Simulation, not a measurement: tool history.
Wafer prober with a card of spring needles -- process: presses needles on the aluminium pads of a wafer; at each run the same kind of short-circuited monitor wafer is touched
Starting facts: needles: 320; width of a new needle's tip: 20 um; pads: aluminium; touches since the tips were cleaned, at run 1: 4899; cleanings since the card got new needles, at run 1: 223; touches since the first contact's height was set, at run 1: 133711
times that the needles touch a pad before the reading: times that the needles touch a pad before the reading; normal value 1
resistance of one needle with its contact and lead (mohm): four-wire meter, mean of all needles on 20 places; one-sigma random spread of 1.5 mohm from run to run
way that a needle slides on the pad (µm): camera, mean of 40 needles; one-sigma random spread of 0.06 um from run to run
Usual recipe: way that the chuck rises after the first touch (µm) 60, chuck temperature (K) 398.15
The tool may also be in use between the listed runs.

| run | day | way that the chuck rises after the first touch (µm) | chuck temperature (K) | times that the needles touch a pad before the reading | touches since the tips were cleaned | cleanings since the card got new needles | touches since the first contact's height was set | resistance of one needle with its contact and lead (mohm) | way that a needle slides on the pad (µm) |
|---|---|---|---|---|---|---|---|---|---|
| 1 | 0.000 | 60 | 398.15 | 1 | 4899 | 223 | 133711 | 148 | 13.23 |
|  | 0.112 | tips cleaned on abrasive film |
|  | 0.554 | tips cleaned on abrasive film |
|  | 0.996 | tips cleaned on abrasive film |
|  | 1.438 | tips cleaned on abrasive film |
|  | 1.983 | tips cleaned on abrasive film |
| 2 | 1.983 | 73 | 398.15 | 1 | 0 | 228 | 160898 | 143 | 15.88 |
|  | 2.533 | tips cleaned on abrasive film |
|  | 2.975 | tips cleaned on abrasive film |
|  | 3.525 | tips cleaned on abrasive film |
|  | 4.075 | tips cleaned on abrasive film |
|  | 4.517 | tips cleaned on abrasive film |
| 3 | 4.658 | 73 | 398.15 | 1 | 1994 | 233 | 197747 | 144 | 16.02 |
|  | 4.992 | tips cleaned on abrasive film |
|  | 5.433 | tips cleaned on abrasive film |
|  | 5.875 | tips cleaned on abrasive film |
|  | 6.425 | tips cleaned on abrasive film |
|  | 6.867 | tips cleaned on abrasive film |
|  | 6.879 | height of the first contact set anew |
|  | 7.321 | tips cleaned on abrasive film |
|  | 7.854 | tips cleaned on abrasive film |
| 4 | 7.854 | 41 | 398.15 | 1 | 0 | 240 | 13377 | 156 | 9.02 |
|  | 8.292 | tips cleaned on abrasive film |
|  | 8.846 | tips cleaned on abrasive film |
|  | 9.288 | tips cleaned on abrasive film |
| 5 | 9.671 | 60 | 398.15 | 3 | 5340 | 243 | 38418 | 149 | 13.05 |
|  | 9.783 | tips cleaned on abrasive film |
|  | 10.225 | tips cleaned on abrasive film |
|  | 10.667 | tips cleaned on abrasive film |
|  | 11.217 | tips cleaned on abrasive film |
|  | 11.658 | tips cleaned on abrasive film |
| 6 | 12.075 | 60 | 398.15 | 3 | 5762 | 248 | 71457 | 148 | 13.07 |
|  | 12.188 | tips cleaned on abrasive film |
|  | 12.629 | tips cleaned on abrasive film |
|  | 13.179 | tips cleaned on abrasive film |
|  | 13.621 | tips cleaned on abrasive film |
|  | 14.062 | tips cleaned on abrasive film |
|  | 14.612 | tips cleaned on abrasive film |
| 7 | 14.712 | 60 | 398.15 | 3 | 1368 | 254 | 107681 | 151 | 13.02 |
|  | 15.154 | tips cleaned on abrasive film |
|  | 15.704 | tips cleaned on abrasive film |
|  | 16.254 | tips cleaned on abrasive film |
|  | 16.696 | tips cleaned on abrasive film |
| 8 | 16.929 | 60 | 398.15 | 3 | 3223 | 258 | 138182 | 149 | 13.06 |
|  | 17.150 | tips cleaned on abrasive film |
|  | 17.592 | tips cleaned on abrasive film |
|  | 18.142 | tips cleaned on abrasive film |
|  | 18.692 | tips cleaned on abrasive film |
| 9 | 18.779 | 60 | 398.15 | 3 | 1181 | 262 | 163613 | 147 | 12.96 |
|  | 19.221 | tips cleaned on abrasive film |
|  | 19.771 | tips cleaned on abrasive film |
|  | 20.212 | tips cleaned on abrasive film |
| 10 | 20.417 | 60 | 398.15 | 3 | 2853 | 265 | 186167 | 147 | 13.02 |
|  | 20.750 | tips cleaned on abrasive film |
|  | 21.300 | tips cleaned on abrasive film |
|  | 21.742 | tips cleaned on abrasive film |
|  | 22.183 | tips cleaned on abrasive film |
|  | 22.733 | tips cleaned on abrasive film |
| 11 | 22.833 | 60 | 398.15 | 3 | 1373 | 270 | 219364 | 147 | 13.02 |
|  | 23.275 | tips cleaned on abrasive film |
|  | 23.504 | height of the first contact set anew |
|  | 23.729 | tips cleaned on abrasive film |
|  | 24.171 | tips cleaned on abrasive film |
|  | 24.721 | tips cleaned on abrasive film |
|  | 25.162 | tips cleaned on abrasive film |
| 12 | 25.188 | 49 | 398.15 | 2 | 392 | 275 | 23124 | 154 | 10.62 |
|  | 25.629 | tips cleaned on abrasive film |
|  | 26.183 | tips cleaned on abrasive film |
|  | 26.621 | tips cleaned on abrasive film |
| 13 | 26.638 | 60 | 303.15 | 1 | 230 | 278 | 43055 | 131 | 13.05 |
|  | 27.079 | tips cleaned on abrasive film |
|  | 27.521 | tips cleaned on abrasive film |
|  | 27.962 | tips cleaned on abrasive film |
|  | 28.483 | tips cleaned on abrasive film |
| 14 | 28.483 | 60 | 303.15 | 1 | 0 | 282 | 68366 | 133 | 12.97 |
|  | 28.921 | tips cleaned on abrasive film |
|  | 29.475 | tips cleaned on abrasive film |
|  | 30.025 | tips cleaned on abrasive film |
|  | 30.467 | tips cleaned on abrasive film |
|  | 31.017 | tips cleaned on abrasive film |
|  | 31.458 | tips cleaned on abrasive film |
|  | 31.942 | tips cleaned on abrasive film |
| 15 | 31.942 | 42 | 324.15 | 1 | 0 | 289 | 115937 | 142 | 9.01 |
|  | 32.492 | tips cleaned on abrasive film |
|  | 32.933 | tips cleaned on abrasive film |
|  | 33.483 | tips cleaned on abrasive film |
|  | 33.925 | tips cleaned on abrasive film |
|  | 34.367 | tips cleaned on abrasive film |
|  | 34.917 | tips cleaned on abrasive film |
| 16 | 35.233 | 60 | 346.15 | 1 | 4411 | 295 | 161263 | 139 | 12.84 |
|  | 35.458 | tips cleaned on abrasive film |
|  | 35.900 | tips cleaned on abrasive film |
|  | 36.117 | gauge calibrated |
|  | 36.450 | tips cleaned on abrasive film |
|  | 37.000 | tips cleaned on abrasive film |
| 17 | 37.200 | 60 | 346.15 | 1 | 2783 | 299 | 188293 | 137 | 13.17 |
|  | 37.533 | tips cleaned on abrasive film |
|  | 37.975 | tips cleaned on abrasive film |
|  | 38.525 | tips cleaned on abrasive film |
|  | 39.075 | tips cleaned on abrasive film |
| 18 | 39.162 | 46 | 310.15 | 1 | 1213 | 303 | 215268 | 140 | 10.11 |
|  | 39.604 | tips cleaned on abrasive film |
|  | 40.046 | tips cleaned on abrasive film |
|  | 40.167 | height of the first contact set anew |
|  | 40.500 | tips cleaned on abrasive film |
| 19 | 40.854 | 46 | 310.15 | 1 | 4934 | 306 | 9481 | 135 | 10.05 |
|  | 40.971 | tips cleaned on abrasive film |
|  | 41.408 | tips cleaned on abrasive film |
|  | 41.850 | tips cleaned on abrasive film |
|  | 42.292 | tips cleaned on abrasive film |
|  | 42.842 | tips cleaned on abrasive film |
|  | 43.283 | tips cleaned on abrasive film |
|  | 43.725 | tips cleaned on abrasive film |
| 20 | 43.850 | 74 | 310.15 | 1 | 1713 | 313 | 50593 | 129 | 16.03 |
|  | 44.183 | tips cleaned on abrasive film |
|  | 44.621 | tips cleaned on abrasive film |
|  | 45.062 | tips cleaned on abrasive film |
|  | 45.504 | tips cleaned on abrasive film |
| 21 | 45.933 | 65 | 369.15 | 1 | 5914 | 317 | 79233 | 141 | 14.15 |
|  | 46.046 | tips cleaned on abrasive film |
|  | 46.596 | tips cleaned on abrasive film |
|  | 47.038 | tips cleaned on abrasive film |
|  | 47.588 | tips cleaned on abrasive film |
|  | 48.138 | tips cleaned on abrasive film |
| 22 | 48.262 | 60 | 349.15 | 1 | 1696 | 322 | 111238 | 139 | 13.10 |

Each row is a separate what-if for the run after 22, all from the same tool condition, not one after another. Results?
|  | 48.592 | tips cleaned on abrasive film |
|  | 49.146 | tips cleaned on abrasive film |
|  | 49.588 | tips cleaned on abrasive film |
|  | 50.025 | tips cleaned on abrasive film |
|  | 50.579 | tips cleaned on abrasive film |
| A | 50.679 | 71 | 321.15 | 3 | 1431 | 327 | 144499 | ? | ? |
|  | 48.592 | tips cleaned on abrasive film |
|  | 49.146 | tips cleaned on abrasive film |
|  | 49.588 | tips cleaned on abrasive film |
|  | 50.025 | tips cleaned on abrasive film |
|  | 50.579 | tips cleaned on abrasive film |
| B | 50.679 | 50 | 398.15 | 2 | 1431 | 327 | 144499 | ? | ? |
|  | 48.592 | tips cleaned on abrasive film |
|  | 49.146 | tips cleaned on abrasive film |
|  | 49.588 | tips cleaned on abrasive film |
|  | 50.025 | tips cleaned on abrasive film |
|  | 50.579 | tips cleaned on abrasive film |
| C | 50.679 | 59 | 398.15 | 1 | 1431 | 327 | 144499 | ? | ? |

| run | resistance of one needle with its contact and lead (mohm) | way that a needle slides on the pad (µm) |
|---|---|---|
| A | 133 | 15.40 |
| B | 152 | 10.78 |
| C | 147 | 12.83 |
The same runs, with their run-to-run variation unchanged, on a tool lacking any hidden condition would have given:
| run | resistance of one needle with its contact and lead (mohm) | way that a needle slides on the pad (µm) |
|---|---|---|
| A | 133 | 15.55 |
| B | 152 | 10.89 |
| C | 147 | 12.96 |
